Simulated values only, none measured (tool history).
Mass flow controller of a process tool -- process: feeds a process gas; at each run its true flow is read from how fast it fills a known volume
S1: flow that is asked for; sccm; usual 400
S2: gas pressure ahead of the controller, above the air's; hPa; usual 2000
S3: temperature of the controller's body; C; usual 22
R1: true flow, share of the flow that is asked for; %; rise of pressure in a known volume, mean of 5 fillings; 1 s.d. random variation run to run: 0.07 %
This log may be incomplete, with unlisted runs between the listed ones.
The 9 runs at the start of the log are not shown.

Run 10, hour 2875.9: usual settings but S1 364 sccm. Result: R1 97.76 %.
Run 11, hour 3185.2: usual settings but S1 364 sccm. Result: R1 97.69 %.
Run 12, hour 3482.3: usual settings but S1 364 sccm. Result: R1 97.7 %.
Run 13, hour 3992.5: usual settings but S3 39 C. Result: R1 99.04 %.
Run 14, hour 4359.7: usual settings but S3 39 C. Result: R1 98.83 %.
Run 15, hour 4809: usual settings but S3 39 C. Result: R1 99.09 %.
Run 16, hour 5116.1: usual settings but S3 39 C. Result: R1 98.83 %.
Run 17, hour 5427.5: usual settings. Result: R1 97.84 %.
Run 18, hour 5845.1: usual settings but S1 128 sccm. Result: R1 96.96 %.
Run 19, hour 6234.5: usual settings but S1 128 sccm. Result: R1 96.95 %.
Run 20, hour 6513.7: usual settings but S1 917 sccm. Result: R1 99.63 %.
At hour 6598.4: controller's zero set anew.
Run 21, hour 6765.9: usual settings but S1 917 sccm. Result: R1 99.5 %.
Run 22, hour 6977.3: usual settings. Result: R1 97.83 %.
Run 23, hour 7298.9: usual settings but S3 32 C. Result: R1 98.47 %.
Run 24, hour 7716: usual settings but S3 20 C. Result: R1 97.68 %.
Run 25, hour 8017.1: usual settings but S2 1420 hPa, S3 31 C. Result: R1 98.55 %.
Run 26, hour 8419.6: usual settings but S2 1420 hPa, S3 31 C. Result: R1 98.56 %.
Run 27, hour 8883.2: usual settings but S2 1420 hPa, S3 31 C. Result: R1 98.49 %.

Estimate the outcome of run 28 from the log above:
Run 28, hour 9160.9: usual settings but S2 1420 hPa, S3 20 C. Result: R1 ?.

Run 28 measured R1 97.89 %.
With the hidden condition absent and the run-to-run variation left alone, this run would have shown R1 97.89 %.

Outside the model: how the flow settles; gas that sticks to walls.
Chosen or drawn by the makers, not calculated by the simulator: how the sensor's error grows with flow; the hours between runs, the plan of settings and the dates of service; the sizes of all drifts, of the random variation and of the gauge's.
